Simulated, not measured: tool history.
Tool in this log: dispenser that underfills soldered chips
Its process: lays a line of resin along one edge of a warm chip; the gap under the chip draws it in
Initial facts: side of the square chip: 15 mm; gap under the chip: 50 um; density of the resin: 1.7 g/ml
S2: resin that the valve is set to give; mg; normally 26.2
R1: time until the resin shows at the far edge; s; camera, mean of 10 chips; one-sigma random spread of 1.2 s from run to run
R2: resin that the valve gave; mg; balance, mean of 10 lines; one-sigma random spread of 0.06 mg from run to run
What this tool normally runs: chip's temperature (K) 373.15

Run 1, hour 0: usual settings. Result: R1 155.6 s, R2 25.95 mg.
At hour 6.8: new syringe of resin.
Run 2, hour 9: usual settings. Result: R1 151 s, R2 25.83 mg.
At hour 15.7: new syringe of resin.
Run 3, hour 19.2: usual settings but S2 26.1 mg. Result: R1 166 s, R2 25.71 mg.
At hour 24.4: new syringe of resin.
Run 4, hour 32.3: usual settings but S2 26.1 mg. Result: R1 225.8 s, R2 25.57 mg.
At hour 33.8: new syringe of resin.
At hour 36.1: dispensing valve cleaned and set on the balance.
At hour 43.6: new syringe of resin.
Run 5, hour 46.9: usual settings but S2 26.1 mg. Result: R1 167.5 s, R2 25.91 mg.
At hour 52.9: new syringe of resin.
Run 6, hour 54.7: usual settings but S2 26.1 mg. Result: R1 148.2 s, R2 25.78 mg.
At hour 61.8: new syringe of resin.
Run 7, hour 62.1: usual settings. Result: R1 134.1 s, R2 25.87 mg.
Run 8, hour 67.7: usual settings. Result: R1 201.2 s, R2 25.8 mg.
At hour 70.8: new syringe of resin.
Run 9, hour 75.1: usual settings. Result: R1 178.9 s, R2 25.71 mg.
At hour 80.1: new syringe of resin.
Run 10, hour 82.7: usual settings. Result: R1 158.4 s, R2 25.68 mg.
At hour 89: new syringe of resin.
Run 11, hour 90.6: usual settings. Result: R1 149.6 s, R2 25.57 mg.
At hour 97.7: new syringe of resin.
Run 12, hour 98.5: usual settings. Result: R1 141 s, R2 25.41 mg.
At hour 100.6: dispensing valve cleaned and set on the balance.
At hour 107.9: new syringe of resin.
Run 13, hour 110.2: usual settings. Result: R1 155.1 s, R2 26.2 mg.
At hour 116.6: new syringe of resin.
Run 14, hour 122.1: usual settings. Result: R1 194 s, R2 26.07 mg.
At hour 126: new syringe of resin.
Run 15, hour 133.8: usual settings but S2 23.1 mg. Result: R1 236 s, R2 22.8 mg.
At hour 135.3: new syringe of resin.
At hour 144: new syringe of resin.
Run 16, hour 147.8: usual settings but S2 23.1 mg. Result: R1 180.7 s, R2 22.77 mg.
At hour 153.1: new syringe of resin.
Run 17, hour 154: usual settings but S2 23.1 mg. Result: R1 149.1 s, R2 22.76 mg.
At hour 162: new syringe of resin.
At hour 165.2: dispensing valve cleaned and set on the balance.
Run 18, hour 167.6: usual settings but chip's temperature (K) 363.15, S2 31.1 mg. Result: R1 269.5 s, R2 31.13 mg.
At hour 172.5: new syringe of resin.
Run 19, hour 179.8: usual settings but chip's temperature (K) 387.15, S2 27.6 mg. Result: R1 126.9 s, R2 27.6 mg.
At hour 181.9: new syringe of resin.
At hour 190.9: new syringe of resin.
Run 20, hour 192.4: usual settings but chip's temperature (K) 366.15, S2 33.1 mg. Result: R1 188.7 s, R2 32.78 mg.
At hour 200.4: new syringe of resin.
Run 21, hour 206: usual settings but chip's temperature (K) 374.15, S2 31.8 mg. Result: R1 184.6 s, R2 31.44 mg.
At hour 209.8: new syringe of resin.
Run 22, hour 214.9: usual settings but chip's temperature (K) 380.15. Result: R1 141.9 s, R2 25.86 mg.
At hour 219.3: new syringe of resin.
Run 23, hour 222.3: usual settings but chip's temperature (K) 380.15, S2 25.2 mg. Result: R1 124.9 s, R2 24.67 mg.
At hour 228.3: new syringe of resin.
At hour 229.3: dispensing valve cleaned and set on the balance.
Run 24, hour 235.1: usual settings but chip's temperature (K) 380.15, S2 25.2 mg. Result: R1 158.1 s, R2 25.13 mg.
At hour 238.1: new syringe of resin.
Run 25, hour 241.8: usual settings but S2 22.4 mg. Result: R1 182.9 s, R2 22.2 mg.
At hour 247.3: new syringe of resin.
Run 26, hour 255.1: usual settings but chip's temperature (K) 379.15, S2 33.4 mg. Result: R1 178.8 s, R2 32.94 mg.
At hour 256.6: new syringe of resin.
Run 27, hour 262.1: usual settings but chip's temperature (K) 374.15, S2 25.3 mg. Result: R1 192 s, R2 24.9 mg.
At hour 265.6: new syringe of resin.
Run 28, hour 268.6: usual settings but chip's temperature (K) 374.15, S2 25.3 mg. Result: R1 162.8 s, R2 24.98 mg.
At hour 274.6: new syringe of resin.
Run 29, hour 277.9: usual settings but S2 22.9 mg. Result: R1 176.7 s, R2 22.62 mg.
At hour 283.6: new syringe of resin.
Run 30, hour 285: usual settings but S2 22.9 mg. Result: R1 157.5 s, R2 22.5 mg.
At hour 292.4: new syringe of resin.
At hour 293.4: dispensing valve cleaned and set on the balance.
Run 31, hour 298.5: usual settings but S2 27.4 mg. Result: R1 194.5 s, R2 27.27 mg.
At hour 302.9: new syringe of resin.
Run 32, hour 306.3: usual settings but chip's temperature (K) 369.15, S2 23.7 mg. Result: R1 209.3 s, R2 23.6 mg.
At hour 311.6: new syringe of resin.
Run 33, hour 317.1: usual settings but chip's temperature (K) 374.15, S2 22.5 mg. Result: R1 205.1 s, R2 22.36 mg.

What if the next run were any one of these 5? Each begins from the tool's condition after run 33:
At hour 321.2: new syringe of resin.
Run A, hour 325.5: usual settings but chip's temperature (K) 372.15, S2 32.3 mg. Result: R1 ?, R2 ?.
At hour 321.2: new syringe of resin.
Run B, hour 325.5: usual settings but chip's temperature (K) 372.15, S2 29.7 mg. Result: R1 ?, R2 ?.
At hour 321.2: new syringe of resin.
Run C, hour 325.5: usual settings but chip's temperature (K) 383.15, S2 22.5 mg. Result: R1 ?, R2 ?.
At hour 321.2: new syringe of resin.
Run D, hour 325.5: usual settings but chip's temperature (K) 359.15, S2 29.6 mg. Result: R1 ?, R2 ?.
At hour 321.2: new syringe of resin.
Run E, hour 325.5: usual settings but chip's temperature (K) 367.15, S2 27.7 mg. Result: R1 ?, R2 ?.

run     R1     R2
  A  190.5  32.03
  B  189.4  29.32
  C  130.7  22.26
  D  331.9  29.35
  E  238.4  27.26
With no hidden state in the tool, these same runs would have given:
run     R1     R2
  A  123.2  32.41
  B  122.3  29.67
  C   84.8  22.52
  D  212.4   29.7
  E  153.4  27.59

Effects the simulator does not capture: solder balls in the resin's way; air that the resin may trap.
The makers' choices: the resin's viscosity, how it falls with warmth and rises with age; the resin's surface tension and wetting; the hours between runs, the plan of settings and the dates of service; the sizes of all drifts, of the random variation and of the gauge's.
